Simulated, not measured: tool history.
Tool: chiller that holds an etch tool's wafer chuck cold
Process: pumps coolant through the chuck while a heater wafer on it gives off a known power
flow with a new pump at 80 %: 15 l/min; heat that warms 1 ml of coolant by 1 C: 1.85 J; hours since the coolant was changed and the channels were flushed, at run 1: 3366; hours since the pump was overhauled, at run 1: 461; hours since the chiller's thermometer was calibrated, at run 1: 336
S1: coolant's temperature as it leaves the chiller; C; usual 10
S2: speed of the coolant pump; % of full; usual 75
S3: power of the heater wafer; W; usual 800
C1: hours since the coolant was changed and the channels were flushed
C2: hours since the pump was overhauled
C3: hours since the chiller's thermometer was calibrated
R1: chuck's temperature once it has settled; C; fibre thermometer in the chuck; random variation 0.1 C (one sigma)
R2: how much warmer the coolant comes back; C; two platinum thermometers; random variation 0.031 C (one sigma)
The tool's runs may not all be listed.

| run | hour | S1 | S2 | S3 | C1 | C2 | C3 | R1 | R2 |
|---|---|---|---|---|---|---|---|---|---|
| 1 | 0.0 | 10 | 75 | 800 | 3366 | 461 | 336 | 16.6 | 1.85 |
| 2 | 61.3 | 10 | 78 | 800 | 3427 | 522 | 397 | 16.3 | 1.83 |
| 3 | 120.2 | 10 | 95 | 800 | 3486 | 581 | 456 | 15.5 | 1.43 |
| 4 | 183.2 | 10 | 95 | 800 | 3549 | 644 | 519 | 15.7 | 1.49 |
| 5 | 234.6 | 11 | 75 | 800 | 3601 | 696 | 570 | 17.5 | 1.89 |
| 6 | 287.7 | 11 | 75 | 800 | 3654 | 749 | 624 | 17.5 | 1.88 |
| 7 | 331.6 | 11 | 75 | 800 | 3698 | 793 | 668 | 17.5 | 1.85 |
| 8 | 391.5 | 10 | 75 | 738 | 3757 | 852 | 727 | 16.0 | 1.74 |
| 9 | 421.9 | 10 | 75 | 738 | 3788 | 883 | 758 | 16.2 | 1.77 |
| 10 | 476.9 | 10 | 75 | 738 | 3843 | 938 | 813 | 16.3 | 1.72 |
| 11 | 535.1 | 10 | 75 | 738 | 3901 | 996 | 871 | 16.0 | 1.71 |
| 12 | 596.9 | 10 | 75 | 738 | 3963 | 1058 | 933 | 16.2 | 1.76 |
|  | 605.6 | coolant pump overhauled |
| 13 | 654.4 | 10 | 75 | 945 | 4015 | 49 | 985 | 18.0 | 2.23 |
| 14 | 692.5 | 16 | 61 | 1082 | 4053 | 87 | 1023 | 26.6 | 3.22 |
| 15 | 743.4 | 14 | 81 | 422 | 4104 | 138 | 1074 | 17.3 | 0.92 |
| 16 | 774.6 | 10 | 75 | 812 | 4136 | 169 | 1105 | 16.8 | 1.84 |
| 17 | 818.3 | 6 | 85 | 812 | 4179 | 213 | 1149 | 12.4 | 1.65 |
| 18 | 879.9 | 16 | 85 | 1092 | 4241 | 274 | 1211 | 24.5 | 2.29 |
| 19 | 908.2 | 16 | 85 | 683 | 4269 | 303 | 1239 | 21.4 | 1.37 |
| 20 | 958.9 | 7 | 61 | 1014 | 4320 | 353 | 1290 | 17.0 | 2.98 |

Forecast run 21:
|  | 1011.1 | coolant pump overhauled, once more |
| 21 | 1024.9 | 7 | 61 | 1014 | 4381 | 14 | 1351 | ? | ? |

R1: 17.0 C
R2: 2.97 C
Without the tool's hidden state the same run would have given R1 15.4 C, R2 2.97 C.
